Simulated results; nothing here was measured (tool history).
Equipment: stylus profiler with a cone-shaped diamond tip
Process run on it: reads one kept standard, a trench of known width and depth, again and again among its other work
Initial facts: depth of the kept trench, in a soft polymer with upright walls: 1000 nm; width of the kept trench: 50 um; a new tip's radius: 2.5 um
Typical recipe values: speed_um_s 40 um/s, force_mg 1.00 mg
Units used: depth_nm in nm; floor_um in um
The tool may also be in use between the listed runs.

| run | hour | speed_um_s | force_mg | depth_nm | floor_um |
|---|---|---|---|---|---|
| 1 | 0.0 | 40 | 1.00 | 1004.04 | 45.80 |
| 2 | 18.4 | 40 | 0.34 | 1001.85 | 45.63 |
| 3 | 33.2 | 40 | 1.00 | 1004.52 | 45.78 |
| 4 | 57.2 | 40 | 1.00 | 1004.52 | 45.72 |
| 5 | 81.7 | 40 | 1.00 | 1004.23 | 45.63 |
| 6 | 93.4 | 40 | 1.00 | 1004.03 | 45.66 |
| 7 | 111.6 | 40 | 1.34 | 1004.92 | 45.66 |
| 8 | 125.4 | 40 | 1.34 | 1005.18 | 45.64 |
| 9 | 140.1 | 40 | 1.34 | 1005.14 | 45.61 |
| 10 | 156.3 | 15 | 1.00 | 1004.00 | 45.71 |
| 11 | 174.0 | 15 | 1.00 | 1004.73 | 45.70 |
| 12 | 198.6 | 27 | 1.00 | 1004.34 | 45.61 |
| 13 | 217.2 | 40 | 1.00 | 1004.26 | 45.48 |
| 14 | 232.4 | 40 | 1.00 | 1004.72 | 45.39 |
| 15 | 257.5 | 40 | 1.00 | 1004.28 | 45.44 |
| 16 | 273.3 | 37 | 1.00 | 1004.31 | 45.37 |
| 17 | 297.5 | 37 | 1.00 | 1004.23 | 45.42 |
| 18 | 316.4 | 37 | 1.00 | 1004.58 | 45.31 |
| 19 | 328.4 | 37 | 1.00 | 1004.74 | 45.29 |
| 20 | 347.7 | 37 | 1.00 | 1004.41 | 45.32 |
| 21 | 360.8 | 40 | 1.00 | 1004.28 | 45.30 |
| 22 | 383.8 | 71 | 1.22 | 1005.05 | 45.13 |
| 23 | 403.7 | 71 | 1.22 | 1005.12 | 45.13 |
| 24 | 417.1 | 14 | 0.49 | 1002.66 | 45.26 |
| 25 | 429.4 | 35 | 1.37 | 1005.59 | 45.26 |
| 26 | 445.4 | 35 | 1.37 | 1006.02 | 45.25 |
| 27 | 461.0 | 35 | 1.37 | 1005.34 | 45.18 |
| 28 | 474.6 | 127 | 1.83 | 1006.57 | 44.87 |
| 29 | 493.5 | 16 | 1.64 | 1006.56 | 45.25 |
| 30 | 509.0 | 78 | 0.33 | 1002.32 | 44.67 |
| 31 | 531.7 | 31 | 2.25 | 1008.03 | 45.13 |
| 32 | 556.5 | 29 | 0.60 | 1003.58 | 45.00 |
| 33 | 568.6 | 43 | 1.75 | 1006.51 | 45.05 |
| 34 | 586.1 | 106 | 0.48 | 1003.57 | 44.44 |
| 35 | 605.5 | 76 | 0.48 | 1003.78 | 44.62 |
| 36 | 624.9 | 30 | 2.85 | 1009.09 | 45.01 |
| 37 | 644.2 | 18 | 2.57 | 1008.28 | 44.99 |
| 38 | 663.6 | 32 | 1.17 | 1005.50 | 44.89 |
| 39 | 687.3 | 41 | 1.17 | 1005.36 | 44.88 |
| 40 | 699.1 | 41 | 1.17 | 1005.59 | 44.81 |
| 41 | 715.8 | 42 | 0.49 | 1003.41 | 44.70 |
| 42 | 730.8 | 42 | 0.49 | 1003.25 | 44.68 |

Table of differences, measured result less the result of that run with no hidden state. Run-to-run variation is the same in both. Gauge scatter possibly is not:
Hidden conditions of the tool in this case: radius of the tip, um; height scale over the true one, %; drift of the gauge itself on depth_nm, %; drift of the gauge itself on floor_um, %.
| run | depth_nm | floor_um |
|---|---|---|
| 1 | -0.11 | -0.02 |
| 2 | -0.08 | -0.06 |
| 3 | -0.07 | -0.07 |
| 4 | -0.03 | -0.11 |
| 5 | +0.00 | -0.15 |
| 6 | +0.01 | -0.17 |
| 7 | +0.03 | -0.19 |
| 8 | +0.05 | -0.22 |
| 9 | +0.07 | -0.23 |
| 10 | +0.09 | -0.26 |
| 11 | +0.11 | -0.29 |
| 12 | +0.14 | -0.32 |
| 13 | +0.17 | -0.35 |
| 14 | +0.19 | -0.37 |
| 15 | +0.21 | -0.40 |
| 16 | +0.24 | -0.43 |
| 17 | +0.26 | -0.46 |
| 18 | +0.29 | -0.48 |
| 19 | +0.31 | -0.50 |
| 20 | +0.33 | -0.53 |
| 21 | +0.35 | -0.55 |
| 22 | +0.38 | -0.57 |
| 23 | +0.40 | -0.61 |
| 24 | +0.42 | -0.63 |
| 25 | +0.44 | -0.63 |
| 26 | +0.45 | -0.66 |
| 27 | +0.48 | -0.68 |
| 28 | +0.49 | -0.70 |
| 29 | +0.52 | -0.73 |
| 30 | +0.53 | -0.75 |
| 31 | +0.57 | -0.78 |
| 32 | +0.59 | -0.81 |
| 33 | +0.61 | -0.83 |
| 34 | +0.63 | -0.85 |
| 35 | +0.66 | -0.87 |
| 36 | +0.68 | -0.90 |
| 37 | +0.71 | -0.93 |
| 38 | +0.73 | -0.95 |
| 39 | +0.76 | -0.98 |
| 40 | +0.77 | -1.00 |
| 41 | +0.79 | -1.02 |
| 42 | +0.81 | -1.03 |
